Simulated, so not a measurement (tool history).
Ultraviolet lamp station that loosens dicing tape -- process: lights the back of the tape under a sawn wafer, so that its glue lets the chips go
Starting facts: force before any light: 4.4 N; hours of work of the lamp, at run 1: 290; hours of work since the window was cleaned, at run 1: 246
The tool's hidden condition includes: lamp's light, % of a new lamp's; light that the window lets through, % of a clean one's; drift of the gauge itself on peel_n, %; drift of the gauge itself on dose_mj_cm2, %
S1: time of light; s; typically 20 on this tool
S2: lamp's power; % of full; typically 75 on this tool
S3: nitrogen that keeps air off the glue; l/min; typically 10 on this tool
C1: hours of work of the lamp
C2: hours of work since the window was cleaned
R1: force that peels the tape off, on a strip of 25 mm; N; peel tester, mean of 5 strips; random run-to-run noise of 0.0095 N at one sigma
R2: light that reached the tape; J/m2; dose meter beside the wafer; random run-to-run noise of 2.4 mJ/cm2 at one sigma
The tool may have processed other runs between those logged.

run    hour  S1  S2  S3   C1   C2     R1    R2
  1     0.0  20  75  10  290  246  0.636  2090
  2    36.2  20  75  10  317  272  0.632  2050
  3    66.7  20  75  10  339  295  0.671  1970
  4    88.9  20  75  10  356  311  0.702  2000
  5   120.7  20  75   8  379  335  0.814  1910
  6   148.4  20  75   8  400  356  0.782  1870
  7   178.6  20  75   9  422  378  0.806  1850
  8   209.5  20  75  10  445  401  0.796  1830
  9   241.0  20  75  10  468  424  0.780  1820
 10   268.0  20  75  10  488  444  0.847  1780
      299.1  -- window cleaned of glue's vapour
 11   303.6  20  69  10  514    3  1.007  1530
 12   334.3  20  69  10  537   26  1.042  1520
 13   353.5  20  75  10  551   40  0.963  1620
 14   383.1  20  75  10  573   62  0.953  1620
 15   419.3  20  83  10  600   89  0.870  1750
 16   442.8  23  83  10  617  106  0.663  1980
 17   479.6  20  89  10  645  134  0.832  1770
 18   500.2  22  89  10  660  149  0.686  1960
      536.7  -- window cleaned of glue's vapour, once more
 19   540.7  20  99  10  689    3  0.420  2500
 20   559.6  20  99  10  703   17  0.440  2530
 21   594.4  20  99  10  729   43  0.446  2480
 22   619.8  20  91  10  748   62  0.571  2220
 23   650.7  20  85  10  771   84  0.632  2020
 24   668.9  20  85  10  784   98  0.642  2000
 25   707.8  27  75   5  813  127  0.777  2330
 26   738.6  27  82   5  836  150  0.687  2540
 27   757.9  27  82   5  850  164  0.714  2490
 28   782.7  27  82   5  869  182  0.746  2460
 29   822.2  27  82   5  898  211  0.744  2390
      856.9  -- lamp changed
 30   857.2  11  61   8    0  237  1.737  1030
 31   892.0  11  61   8   26  262  1.794  1010
 32   923.7  11  61   8   49  286  1.865  1050
 33   951.9  11  61   8   70  307  1.802  1040
 34   980.4  11  61   8   91  328  1.838   970
 35  1010.0  11  81   4  113  350  1.873  1280
 36  1044.9  11  81   4  139  376  1.791  1280
 37  1065.6  12  70   5  155  391  1.861  1200
 38  1104.6  39  60   3  184  420  0.661  3270
 39  1133.2  39  60   3  205  441  0.677  3130
 40  1152.7  26  82  14  219  456  0.252  2920

For some of the steps in R1 from one run to the next: how much would appear even if the tool had no hidden state, given the settings, what came in and random variation, and how much remains for the hidden state plus any gauge scatter that the measured result and the result without hidden state don't share?
Run 18 -> 19: S1 22 -> 20, S2 89 -> 99, window cleaned of glue's vapour, once more. R1 -0.266 N: hidden state -0.264, all else -0.002.
Run 29 -> 30: S1 27 -> 11, S2 82 -> 61, S3 5 -> 8, lamp changed. R1 +0.993 N: hidden state -0.290, all else +1.283.
Run 37 -> 38: S1 12 -> 39, S2 70 -> 60, S3 5 -> 3. R1 -1.200 N: hidden state -0.097, all else -1.103.
Run 39 -> 40: S1 39 -> 26, S2 60 -> 82, S3 3 -> 14. R1 -0.425 N: hidden state -0.143, all else -0.282.
